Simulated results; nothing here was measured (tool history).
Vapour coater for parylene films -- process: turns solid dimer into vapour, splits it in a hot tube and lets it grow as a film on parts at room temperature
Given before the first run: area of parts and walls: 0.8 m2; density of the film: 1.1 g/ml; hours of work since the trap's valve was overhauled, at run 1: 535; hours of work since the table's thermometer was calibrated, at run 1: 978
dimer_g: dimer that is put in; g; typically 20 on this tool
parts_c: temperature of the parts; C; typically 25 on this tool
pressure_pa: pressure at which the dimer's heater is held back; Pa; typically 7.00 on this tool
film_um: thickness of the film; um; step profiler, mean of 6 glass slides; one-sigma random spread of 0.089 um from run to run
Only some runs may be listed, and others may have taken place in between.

run,hour,dimer_g,parts_c,pressure_pa,hours of work since the trap's valve was overhauled,hours of work since the table's thermometer was calibrated,film_um
1,0.0,20,25,7.00,535,978,15.87
2,25.6,20,25,7.00,557,1000,15.72
3,43.5,20,25,6.60,571,1014,15.87
4,62.1,20,25,6.60,587,1030,15.70
5,82.4,20,25,3.53,604,1047,17.28
6,108.9,20,25,3.53,626,1069,17.11
7,128.8,20,25,11.22,642,1085,14.56
# hour 135.6: trap's valve overhauled
8,163.3,20,25,11.22,23,1111,15.60
9,185.0,20,25,11.22,41,1129,15.51
10,206.8,20,25,11.22,59,1147,15.44
11,237.6,20,25,2.91,85,1172,18.75
12,267.3,20,25,2.91,109,1197,18.64
13,286.6,20,22,7.00,125,1213,17.68
14,307.9,20,22,7.00,143,1231,17.60
15,320.5,20,22,7.00,154,1241,17.71
16,350.6,20,22,7.00,179,1266,17.70
17,364.8,20,22,7.00,190,1278,17.48
18,382.8,28,25,9.30,205,1293,22.02
19,408.4,28,21,2.39,227,1314,29.39
20,428.1,28,25,4.09,243,1331,24.58
# hour 430.7: table's thermometer calibrated
21,442.8,12,32,10.41,254,10,7.87
22,461.2,20,17,3.58,270,25,21.64
23,479.7,9,17,3.58,285,41,9.61
24,501.2,15,28,3.58,303,58,12.47
# hour 530.0: table's thermometer calibrated, once more
25,533.1,18,20,2.29,328,3,19.13
26,560.3,18,20,2.29,351,25,19.08
27,576.2,18,19,2.29,364,38,19.16
28,593.1,20,25,4.63,378,52,16.87
29,607.8,20,25,4.63,390,65,16.83

Predict each of these 5 candidate next runs independently; none follows another, all start after run 29:
A,636.7,20,34,2.63,414,89,?
B,636.7,11,17,3.67,414,89,?
C,636.7,20,25,7.00,414,89,?
D,636.7,20,20,8.47,414,89,?
E,636.7,12,20,7.00,414,89,?

run,film_um
A,14.67
B,11.64
C,15.76
D,17.49
E,10.67
Without the tool's hidden state the same runs would have given:
run,film_um
A,15.34
B,12.17
C,16.49
D,18.29
E,11.16

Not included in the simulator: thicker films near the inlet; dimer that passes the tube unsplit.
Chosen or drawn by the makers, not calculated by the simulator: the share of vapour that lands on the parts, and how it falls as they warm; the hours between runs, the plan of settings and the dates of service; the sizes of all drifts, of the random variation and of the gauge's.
